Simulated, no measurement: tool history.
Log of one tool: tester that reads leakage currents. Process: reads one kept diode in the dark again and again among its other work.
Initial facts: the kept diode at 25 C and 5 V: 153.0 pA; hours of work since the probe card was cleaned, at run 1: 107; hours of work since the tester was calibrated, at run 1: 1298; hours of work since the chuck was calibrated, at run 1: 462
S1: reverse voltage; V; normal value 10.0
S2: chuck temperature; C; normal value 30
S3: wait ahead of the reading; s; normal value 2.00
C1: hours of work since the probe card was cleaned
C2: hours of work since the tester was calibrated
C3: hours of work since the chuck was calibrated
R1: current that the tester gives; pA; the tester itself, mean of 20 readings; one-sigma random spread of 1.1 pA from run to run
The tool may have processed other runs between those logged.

run	day	S1	S2	S3	C1	C2	C3	R1
1	0.000	10.0	30	2.00	107	1298	462	353.90
2	0.921	10.0	30	2.00	120	1311	475	352.29
3	2.096	10.0	30	2.00	137	1328	492	352.50
4	3.404	1.4	30	2.00	156	1346	511	126.78
5	4.225	1.4	30	2.00	167	1358	522	126.46
6	5.462	10.0	37	2.00	185	1375	540	662.38
7	6.933	4.1	30	2.00	206	1396	561	221.68
8	7.750	4.1	30	2.00	217	1408	572	220.35
9	8.379	4.1	30	2.00	226	1417	581	221.58
10	9.800	10.0	30	2.28	246	1437	601	353.06
11	10.817	10.0	30	2.28	261	1451	616	350.00
12	12.054	10.0	30	2.28	278	1469	633	352.38
13	12.817	1.2	30	2.00	289	1480	644	118.59
14	14.188	1.2	30	2.00	309	1499	664	116.91
15	15.462	1.2	44	2.00	327	1517	682	401.85
16	16.804	1.8	30	2.00	346	1536	701	143.77
17	17.442	1.8	30	2.00	355	1545	710	144.71
18	18.038	1.8	30	2.00	363	1554	718	144.34

Run 19 is up next; what results do you expect?
19	19.342	7.2	54	1.56	382	1572	737	?

For run 19 the tool returned R1 2329.24 pA.
With no hidden state in the tool, this same run would have given R1 2330.60 pA.

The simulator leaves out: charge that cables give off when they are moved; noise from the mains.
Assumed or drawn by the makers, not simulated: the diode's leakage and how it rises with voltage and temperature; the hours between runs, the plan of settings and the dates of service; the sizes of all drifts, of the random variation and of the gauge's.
